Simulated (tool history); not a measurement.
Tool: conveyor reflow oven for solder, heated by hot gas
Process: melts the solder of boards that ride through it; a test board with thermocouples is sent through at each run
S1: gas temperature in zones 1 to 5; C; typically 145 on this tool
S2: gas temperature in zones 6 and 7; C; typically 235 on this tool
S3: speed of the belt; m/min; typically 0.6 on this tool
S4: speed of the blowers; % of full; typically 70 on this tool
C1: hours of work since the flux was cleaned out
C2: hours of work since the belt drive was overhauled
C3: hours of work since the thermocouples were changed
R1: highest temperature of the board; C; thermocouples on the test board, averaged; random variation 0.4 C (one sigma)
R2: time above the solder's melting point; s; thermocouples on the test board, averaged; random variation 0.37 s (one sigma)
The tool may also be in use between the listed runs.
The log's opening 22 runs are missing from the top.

run 23 hour=238.4 | S1=137 S2=235 S3=0.551 S4=70 | C1=226 C2=190 C3=205 | R1=217.6 R2=65.1
run 24 hour=245 | S1=137 S2=235 S3=0.551 S4=70 | C1=232 C2=195 C3=211 | R1=217.3 R2=65.2
run 25 hour=256.3 | S1=151 S2=229 S3=0.718 S4=74 | C1=240 C2=204 C3=219 | R1=208.3 R2=45.5
run 26 hour=271.8 | S1=145 S2=249 S3=0.632 S4=63 | C1=252 C2=216 C3=231 | R1=224.5 R2=63.7
run 27 hour=283.2 | S1=145 S2=249 S3=0.632 S4=63 | C1=261 C2=224 C3=240 | R1=223.5 R2=63.4
run 28 hour=297.7 | S1=137 S2=235 S3=0.538 S4=70 | C1=272 C2=236 C3=251 | R1=217.9 R2=66.7
run 29 hour=309.2 | S1=145 S2=235 S3=0.493 S4=61 | C1=281 C2=244 C3=260 | R1=219.8 R2=79.9
run 30 hour=318.8 | S1=137 S2=234 S3=0.493 S4=61 | C1=289 C2=252 C3=268 | R1=218.5 R2=73.1
run 31 hour=333.6 | S1=149 S2=247 S3=0.6 S4=58 | C1=300 C2=263 C3=279 | R1=222.8 R2=68.3
run 32 hour=347.1 | S1=149 S2=247 S3=0.6 S4=58 | C1=310 C2=274 C3=289 | R1=222.8 R2=68.1

Consider 3 possible next runs. They are alternatives, not a sequence: every one starts from the tool as it was left by run 32. What does each give?
run A hour=358.7 | S1=152 S2=234 S3=0.6 S4=81 | C1=319 C2=283 C3=298 | R1=? R2=?
run B hour=358.7 | S1=151 S2=247 S3=0.487 S4=58 | C1=319 C2=283 C3=298 | R1=? R2=?
run C hour=358.7 | S1=146 S2=235 S3=0.708 S4=84 | C1=319 C2=283 C3=298 | R1=? R2=?

run=A R1=218.4 R2=66.3
run=B R1=231 R2=91.5
run=C R1=212.8 R2=48.9
What these runs would have given with no unlogged condition in the tool:
run=A R1=222 R2=69
run=B R1=234.1 R2=92.9
run=C R1=217.3 R2=52.7

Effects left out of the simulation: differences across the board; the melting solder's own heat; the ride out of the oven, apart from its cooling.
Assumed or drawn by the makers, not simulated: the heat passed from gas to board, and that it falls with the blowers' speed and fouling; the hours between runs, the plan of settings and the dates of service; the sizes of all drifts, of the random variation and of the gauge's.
